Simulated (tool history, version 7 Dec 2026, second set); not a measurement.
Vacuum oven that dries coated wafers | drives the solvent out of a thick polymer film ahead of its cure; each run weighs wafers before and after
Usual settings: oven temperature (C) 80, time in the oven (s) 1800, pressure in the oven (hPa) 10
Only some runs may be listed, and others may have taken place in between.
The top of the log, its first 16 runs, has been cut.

run,day,oven temperature (C),time in the oven (s),pressure in the oven (hPa),hours of work since the thermocouples were calibrated,hours of work since the vacuum gauge was cleaned of residue,solvent left in the film (%)
17,51.396,80,1800,8.4,889,1533,1.535
18,55.529,75,2340,8.4,940,1584,1.571
19,58.129,72,2340,11.5,973,1617,2.309
20,62.904,72,1800,12.5,1033,1677,3.39
21,65.667,72,1800,12.5,1067,1711,3.392
22,70.492,86,2340,8.1,1127,1771,0.55
23,73.817,95,1200,6,1169,1813,0.693
24,76.4,80,1740,22.9,1201,1845,2.458
25,81.138,80,960,6.8,1260,1904,4.108
# day 84.721: oven's thermocouples calibrated
26,84.883,84,2700,35.1,2,1950,1.92
27,87.567,80,1200,10,36,1983,3.156
28,90.7,85,1800,23.5,75,2023,1.677
29,93.15,85,1800,23.5,105,2053,1.67
# day 96.046: vacuum gauge cleaned of residue and calibrated
30,96.325,81,2640,23.4,144,3,1.588
31,99.946,78,2640,23.4,189,49,1.925

Branching from run 31: 5 alternative next runs. What would each branch give?
A,103.779,78,1200,23.4,237,97,?
B,103.779,74,1620,7.9,237,97,?
C,103.779,78,2640,23.9,237,97,?
D,103.779,68,2640,8.4,237,97,?
E,103.779,83,2640,23.4,237,97,?

run,solvent left in the film (%)
A,4.393
B,3.056
C,1.951
D,2.442
E,1.402
What these runs would have given with no unlogged condition in the tool:
run,solvent left in the film (%)
A,4.394
B,3.056
C,1.952
D,2.443
E,1.402

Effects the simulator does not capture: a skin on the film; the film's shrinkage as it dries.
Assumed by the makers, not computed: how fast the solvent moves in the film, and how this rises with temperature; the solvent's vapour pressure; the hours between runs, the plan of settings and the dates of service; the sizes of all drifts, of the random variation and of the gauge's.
